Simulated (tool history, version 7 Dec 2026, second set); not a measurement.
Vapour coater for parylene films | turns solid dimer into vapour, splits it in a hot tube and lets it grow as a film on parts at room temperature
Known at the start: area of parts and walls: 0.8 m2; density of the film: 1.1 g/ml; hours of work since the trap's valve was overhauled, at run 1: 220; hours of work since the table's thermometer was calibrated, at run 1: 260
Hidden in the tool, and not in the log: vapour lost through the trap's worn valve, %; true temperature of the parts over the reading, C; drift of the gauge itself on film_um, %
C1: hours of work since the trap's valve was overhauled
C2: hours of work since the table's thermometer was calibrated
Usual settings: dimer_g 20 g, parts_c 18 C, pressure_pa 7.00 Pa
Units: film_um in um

Run 1, hour 0.0: usual settings; C1 220; C2 260. Result: film_um 14.66 um.
Run 2, hour 30.7: usual settings; C1 239; C2 279. Result: film_um 14.73 um.
Run 3, hour 73.4: usual settings; C1 265; C2 305. Result: film_um 14.53 um.
Run 4, hour 116.3: usual settings but dimer_g 10 g; C1 292; C2 332. Result: film_um 7.21 um.
Run 5, hour 143.3: usual settings but dimer_g 10 g; C1 308; C2 348. Result: film_um 7.17 um.
Run 6, hour 172.5: usual settings but dimer_g 10 g; C1 326; C2 367. Result: film_um 7.13 um.
Run 7, hour 218.5: usual settings but dimer_g 10 g; C1 355; C2 395. Result: film_um 7.15 um.
Run 8, hour 241.4: usual settings but dimer_g 23 g; C1 369; C2 409. Result: film_um 16.15 um.
Run 9, hour 265.9: usual settings but dimer_g 23 g; C1 384; C2 424. Result: film_um 16.41 um.
Run 10, hour 292.7: usual settings but dimer_g 23 g; C1 401; C2 441. Result: film_um 16.29 um.
Run 11, hour 337.6: usual settings but dimer_g 23 g; C1 428; C2 468. Result: film_um 16.37 um.
Run 12, hour 373.3: usual settings but dimer_g 23 g, pressure_pa 4.01 Pa; C1 450; C2 491. Result: film_um 17.45 um.
Run 13, hour 397.8: usual settings but dimer_g 23 g, pressure_pa 4.01 Pa; C1 466; C2 506. Result: film_um 17.68 um.
Run 14, hour 430.7: usual settings but pressure_pa 11.95 Pa; C1 486; C2 526. Result: film_um 12.47 um.
Run 15, hour 465.7: usual settings but pressure_pa 4.91 Pa; C1 507; C2 548. Result: film_um 14.54 um.
Run 16, hour 486.9: usual settings but pressure_pa 4.91 Pa; C1 521; C2 561. Result: film_um 14.41 um.
Run 17, hour 524.9: usual settings; C1 544; C2 584. Result: film_um 13.57 um.
Run 18, hour 561.6: usual settings; C1 567; C2 607. Result: film_um 13.54 um.
At hour 570.0: trap's valve overhauled.
Run 19, hour 597.4: usual settings but pressure_pa 8.06 Pa; C1 17; C2 626. Result: film_um 12.76 um.
Run 20, hour 627.0: usual settings but pressure_pa 8.06 Pa; C1 35; C2 645. Result: film_um 12.81 um.
Run 21, hour 669.6: usual settings but parts_c 12 C; C1 61; C2 671. Result: film_um 15.41 um.
Run 22, hour 698.7: usual settings but parts_c 11 C; C1 79; C2 689. Result: film_um 15.99 um.
Run 23, hour 728.1: usual settings but parts_c 13 C, pressure_pa 5.54 Pa; C1 98; C2 707. Result: film_um 15.64 um.
Run 24, hour 749.5: usual settings but dimer_g 19 g, parts_c 25 C, pressure_pa 8.01 Pa; C1 111; C2 720. Result: film_um 9.88 um.
Run 25, hour 789.5: usual settings but dimer_g 19 g, parts_c 25 C, pressure_pa 8.01 Pa; C1 136; C2 745. Result: film_um 9.80 um.
Run 26, hour 825.0: usual settings but dimer_g 25 g, parts_c 15 C, pressure_pa 5.60 Pa; C1 157; C2 767. Result: film_um 17.78 um.
At hour 841.6: trap's valve overhauled, once more.
Run 27, hour 860.2: usual settings but dimer_g 15 g, parts_c 15 C, pressure_pa 5.60 Pa; C1 11; C2 786. Result: film_um 13.21 um.
Run 28, hour 897.7: usual settings but dimer_g 15 g, parts_c 25 C, pressure_pa 2.56 Pa; C1 35; C2 809. Result: film_um 11.26 um.
Run 29, hour 935.5: usual settings but parts_c 20 C; C1 58; C2 833. Result: film_um 14.31 um.
Run 30, hour 959.9: usual settings but dimer_g 33 g, parts_c 28 C, pressure_pa 3.85 Pa; C1 73; C2 848. Result: film_um 21.07 um.
Run 31, hour 997.6: usual settings but dimer_g 32 g, parts_c 22 C, pressure_pa 10.60 Pa; C1 96; C2 871. Result: film_um 20.20 um.
Run 32, hour 1018.4: usual settings but dimer_g 14 g, parts_c 12 C, pressure_pa 10.60 Pa; C1 109; C2 884. Result: film_um 11.68 um.
Run 33, hour 1040.7: usual settings but dimer_g 14 g, parts_c 12 C, pressure_pa 10.60 Pa; C1 123; C2 898. Result: film_um 11.46 um.
Run 34, hour 1081.9: usual settings but dimer_g 14 g, parts_c 14 C, pressure_pa 10.60 Pa; C1 148; C2 923. Result: film_um 11.02 um.
Run 35, hour 1121.2: usual settings but dimer_g 28 g, parts_c 21 C, pressure_pa 8.71 Pa; C1 173; C2 947. Result: film_um 18.59 um.
Run 36, hour 1163.8: usual settings but dimer_g 33 g, parts_c 10 C, pressure_pa 9.03 Pa; C1 199; C2 974. Result: film_um 29.43 um.
Run 37, hour 1196.4: usual settings but dimer_g 10 g, parts_c 30 C; C1 219; C2 994. Result: film_um 5.28 um.
Run 38, hour 1230.3: usual settings but dimer_g 10 g, parts_c 30 C; C1 240; C2 1015. Result: film_um 5.19 um.
Run 39, hour 1267.8: usual settings but dimer_g 10 g, parts_c 28 C, pressure_pa 2.12 Pa; C1 263; C2 1038. Result: film_um 6.84 um.
Run 40, hour 1311.8: usual settings but dimer_g 26 g, parts_c 19 C, pressure_pa 6.92 Pa; C1 290; C2 1065. Result: film_um 18.44 um.
Run 41, hour 1341.4: usual settings but dimer_g 8 g, pressure_pa 2.41 Pa; C1 309; C2 1083. Result: film_um 6.95 um.

Some steps in film_um between neighbouring runs. How much of each would the tool show without its hidden state too (settings, what came in, random variation), and how much is left for the hidden state, with any gauge scatter that isn't in both results?
Run 23 -> 24: dimer_g 20 -> 19, parts_c 13 -> 25, pressure_pa 5.54 -> 8.01. film_um -5.76 um: hidden state +1.09, all else -6.85.
Run 25 -> 26: dimer_g 19 -> 25, parts_c 25 -> 15, pressure_pa 8.01 -> 5.60. film_um +7.98 um: hidden state -1.81, all else +9.79.
Run 26 -> 27: dimer_g 25 -> 15, trap's valve overhauled, once more. film_um -4.57 um: hidden state +3.89, all else -8.46.
Run 36 -> 37: dimer_g 33 -> 10, parts_c 10 -> 30, pressure_pa 9.03 -> 7.00. film_um -24.15 um: hidden state +0.95, all else -25.10.
Run 39 -> 40: dimer_g 10 -> 26, parts_c 28 -> 19, pressure_pa 2.12 -> 6.92. film_um +11.60 um: hidden state -0.77, all else +12.37.
Run 40 -> 41: dimer_g 26 -> 8, parts_c 19 -> 18, pressure_pa 6.92 -> 2.41. film_um -11.49 um: hidden state +0.69, all else -12.18.
